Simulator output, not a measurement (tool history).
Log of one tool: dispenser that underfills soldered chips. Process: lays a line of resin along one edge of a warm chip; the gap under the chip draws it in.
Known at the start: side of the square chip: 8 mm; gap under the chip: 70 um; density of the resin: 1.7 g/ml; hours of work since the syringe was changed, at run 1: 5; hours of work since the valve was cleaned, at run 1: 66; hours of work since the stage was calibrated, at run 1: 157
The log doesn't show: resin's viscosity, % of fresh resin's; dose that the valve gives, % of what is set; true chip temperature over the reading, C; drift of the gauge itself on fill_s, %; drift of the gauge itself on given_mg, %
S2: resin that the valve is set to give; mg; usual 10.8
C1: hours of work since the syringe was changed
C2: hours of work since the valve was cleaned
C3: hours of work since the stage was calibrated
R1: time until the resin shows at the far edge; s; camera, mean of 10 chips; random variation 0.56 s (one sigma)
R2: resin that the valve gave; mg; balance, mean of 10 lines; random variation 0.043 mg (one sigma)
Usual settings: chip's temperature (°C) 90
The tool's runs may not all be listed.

run 1 day=0.000 | chip's_temperature_(°C)=90 S2=10.8 | C1=5 C2=66 C3=157 | R1=56.7 R2=10.61
-- day=0.138 new syringe of resin
run 2 day=0.504 | chip's_temperature_(°C)=90 S2=10.8 | C1=6 C2=75 C3=166 | R1=60.4 R2=10.51
-- day=0.567 new syringe of resin
run 3 day=0.775 | chip's_temperature_(°C)=90 S2=10.8 | C1=4 C2=79 C3=170 | R1=54.1 R2=10.57
-- day=0.979 new syringe of resin
run 4 day=1.204 | chip's_temperature_(°C)=90 S2=10.8 | C1=4 C2=86 C3=177 | R1=55.4 R2=10.49
-- day=1.400 new syringe of resin
run 5 day=1.508 | chip's_temperature_(°C)=90 S2=10.8 | C1=2 C2=91 C3=182 | R1=50.3 R2=10.52
run 6 day=1.754 | chip's_temperature_(°C)=75 S2=10.8 | C1=6 C2=96 C3=187 | R1=122.4 R2=10.48
-- day=1.838 new syringe of resin
run 7 day=2.133 | chip's_temperature_(°C)=75 S2=10.8 | C1=5 C2=102 C3=193 | R1=118.4 R2=10.49
-- day=2.271 new syringe of resin
run 8 day=2.496 | chip's_temperature_(°C)=75 S2=10.8 | C1=4 C2=108 C3=199 | R1=107.5 R2=10.35
-- day=2.692 new syringe of resin
run 9 day=2.767 | chip's_temperature_(°C)=75 S2=10.8 | C1=1 C2=112 C3=203 | R1=100.1 R2=10.44
-- day=3.054 dispensing valve cleaned and set on the balance
-- day=3.146 new syringe of resin
run 10 day=3.146 | chip's_temperature_(°C)=75 S2=10.8 | C1=0 C2=1 C3=209 | R1=94.7 R2=10.84
run 11 day=3.450 | chip's_temperature_(°C)=75 S2=10.8 | C1=5 C2=7 C3=214 | R1=118.7 R2=10.75
-- day=3.583 new syringe of resin
run 12 day=3.871 | chip's_temperature_(°C)=75 S2=10.8 | C1=5 C2=14 C3=221 | R1=114.1 R2=10.73
-- day=3.992 new syringe of resin
run 13 day=4.125 | chip's_temperature_(°C)=75 S2=10.8 | C1=2 C2=18 C3=225 | R1=100.4 R2=10.68
-- day=4.429 new syringe of resin
run 14 day=4.633 | chip's_temperature_(°C)=75 S2=10.8 | C1=3 C2=26 C3=234 | R1=107.6 R2=10.76
-- day=4.842 new syringe of resin
run 15 day=5.138 | chip's_temperature_(°C)=75 S2=10.8 | C1=5 C2=35 C3=242 | R1=117.1 R2=10.63
-- day=5.288 new syringe of resin
run 16 day=5.417 | chip's_temperature_(°C)=75 S2=10.8 | C1=2 C2=39 C3=247 | R1=100.9 R2=10.63
-- day=5.712 new syringe of resin
run 17 day=5.712 | chip's_temperature_(°C)=75 S2=11.7 | C1=0 C2=44 C3=252 | R1=90.9 R2=11.45
-- day=6.146 new syringe of resin
run 18 day=6.221 | chip's_temperature_(°C)=75 S2=11.7 | C1=1 C2=53 C3=260 | R1=95.8 R2=11.41
-- day=6.567 new syringe of resin
run 19 day=6.675 | chip's_temperature_(°C)=90 S2=9.5 | C1=2 C2=60 C3=268 | R1=51.6 R2=9.30
-- day=7.004 new syringe of resin
run 20 day=7.154 | chip's_temperature_(°C)=90 S2=9.5 | C1=3 C2=68 C3=276 | R1=52.7 R2=9.25
-- day=7.429 new syringe of resin
run 21 day=7.642 | chip's_temperature_(°C)=105 S2=13.7 | C1=4 C2=76 C3=284 | R1=27.1 R2=13.32
-- day=7.842 new syringe of resin
run 22 day=8.079 | chip's_temperature_(°C)=85 S2=9.9 | C1=4 C2=84 C3=291 | R1=67.6 R2=9.60
-- day=8.271 new syringe of resin
run 23 day=8.517 | chip's_temperature_(°C)=85 S2=9.9 | C1=4 C2=91 C3=299 | R1=69.2 R2=9.61
-- day=8.717 new syringe of resin
run 24 day=8.838 | chip's_temperature_(°C)=85 S2=9.9 | C1=2 C2=96 C3=304 | R1=64.2 R2=9.55
-- day=9.142 new syringe of resin
run 25 day=9.375 | chip's_temperature_(°C)=84 S2=9.6 | C1=4 C2=105 C3=313 | R1=73.6 R2=9.19
-- day=9.588 new syringe of resin
run 26 day=9.754 | chip's_temperature_(°C)=95 S2=13.0 | C1=3 C2=112 C3=319 | R1=39.5 R2=12.45
-- day=10.017 new syringe of resin
-- day=10.096 dispensing valve cleaned and set on the balance
run 27 day=10.367 | chip's_temperature_(°C)=95 S2=13.0 | C1=5 C2=5 C3=329 | R1=42.0 R2=13.06
-- day=10.512 new syringe of resin
run 28 day=10.838 | chip's_temperature_(°C)=99 S2=11.0 | C1=6 C2=12 C3=337 | R1=37.6 R2=11.00
-- day=10.962 new syringe of resin
run 29 day=11.296 | chip's_temperature_(°C)=99 S2=11.0 | C1=6 C2=20 C3=344 | R1=38.1 R2=11.01
-- day=11.392 new syringe of resin
-- day=11.808 new syringe of resin
run 30 day=11.862 | chip's_temperature_(°C)=99 S2=11.0 | C1=1 C2=29 C3=354 | R1=30.6 R2=10.95
run 31 day=12.183 | chip's_temperature_(°C)=96 S2=10.6 | C1=6 C2=35 C3=359 | R1=45.0 R2=10.50
-- day=12.225 new syringe of resin
run 32 day=12.567 | chip's_temperature_(°C)=89 S2=13.6 | C1=6 C2=41 C3=365 | R1=59.2 R2=13.45
-- day=12.650 new syringe of resin
run 33 day=12.892 | chip's_temperature_(°C)=76 S2=12.9 | C1=4 C2=47 C3=371 | R1=101.6 R2=12.72
-- day=13.088 new syringe of resin
run 34 day=13.388 | chip's_temperature_(°C)=89 S2=12.6 | C1=5 C2=55 C3=379 | R1=55.6 R2=12.39
-- day=13.529 new syringe of resin
run 35 day=13.754 | chip's_temperature_(°C)=89 S2=12.6 | C1=4 C2=61 C3=385 | R1=54.1 R2=12.31

Hidden state or all else? Some run-to-run changes of R1, split into what the settings, what came in and random variation would give without the hidden state, and what is left for the hidden state (with any gauge scatter that isn't in both results):
Run 5 -> 6: chip's temperature (°C) 90 -> 75. R1 +72.1 s: hidden state +23.9, all else +48.2.
Run 10 -> 11: no setting changed, nothing entered. R1 +24.0 s: hidden state +24.5, all else -0.5.
Run 15 -> 16: new syringe of resin. R1 -16.2 s: hidden state -15.6, all else -0.6.
Run 18 -> 19: chip's temperature (°C) 75 -> 90, S2 11.7 -> 9.5, new syringe of resin. R1 -44.2 s: hidden state +2.4, all else -46.6.
Run 33 -> 34: chip's temperature (°C) 76 -> 89, S2 12.9 -> 12.6, new syringe of resin. R1 -46.0 s: hidden state -3.1, all else -42.9.
